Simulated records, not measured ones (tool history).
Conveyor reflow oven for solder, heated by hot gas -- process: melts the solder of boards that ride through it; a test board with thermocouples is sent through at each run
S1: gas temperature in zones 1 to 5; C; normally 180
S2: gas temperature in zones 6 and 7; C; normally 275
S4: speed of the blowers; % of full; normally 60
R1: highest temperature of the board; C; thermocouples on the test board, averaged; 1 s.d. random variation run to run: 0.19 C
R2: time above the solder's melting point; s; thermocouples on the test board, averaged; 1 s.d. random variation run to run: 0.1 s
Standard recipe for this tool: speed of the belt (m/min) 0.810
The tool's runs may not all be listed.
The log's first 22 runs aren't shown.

Run 23, hour 1308.3: usual settings but S2 278 C. Result: R1 253.7 C, R2 34.2 s.
Run 24, hour 1382.1: usual settings but S2 278 C. Result: R1 253.2 C, R2 34.0 s.
Run 25, hour 1432.4: usual settings but S1 188 C, S2 278 C, S4 51 % of full. Result: R1 253.1 C, R2 35.4 s.
Run 26, hour 1493.7: usual settings but S1 186 C, S2 287 C, speed of the belt (m/min) 0.908, S4 55 % of full. Result: R1 255.2 C, R2 31.5 s.
Run 27, hour 1546.7: usual settings but S1 179 C, S2 268 C, speed of the belt (m/min) 0.709, S4 55 % of full. Result: R1 248.6 C, R2 36.6 s.
At hour 1556.1: flux residue cleaned out of gas plates and filters.
Run 28, hour 1634.1: usual settings but S2 268 C, speed of the belt (m/min) 0.829, S4 67 % of full. Result: R1 249.4 C, R2 32.0 s.
Run 29, hour 1714.2: usual settings but S2 268 C, speed of the belt (m/min) 0.829, S4 67 % of full. Result: R1 249.1 C, R2 32.0 s.
Run 30, hour 1788.2: usual settings but S1 167 C, S2 271 C, speed of the belt (m/min) 0.903. Result: R1 243.5 C, R2 23.3 s.

Below are 4 alternative next runs, each starting from the tool's condition after run 30. Predict each:
Run A, hour 1850.0: usual settings but S1 170 C, S2 288 C. Result: R1 ?, R2 ?.
Run B, hour 1850.0: usual settings but S1 174 C, speed of the belt (m/min) 0.855. Result: R1 ?, R2 ?.
Run C, hour 1850.0: usual settings but S1 167 C, S2 271 C, speed of the belt (m/min) 0.792. Result: R1 ?, R2 ?.
Run D, hour 1850.0: usual settings but S1 167 C, S2 271 C, speed of the belt (m/min) 0.903, S4 63 % of full. Result: R1 ?, R2 ?.

run     R1    R2
  A  262.6  35.7
  B  250.3  29.8
  C  248.7  30.3
  D  244.0  23.6
Take away the tool's hidden state, keep each run's random variation, and the runs would have read:
run     R1    R2
  A  263.3  35.8
  B  251.0  30.0
  C  249.3  30.6
  D  244.8  24.0
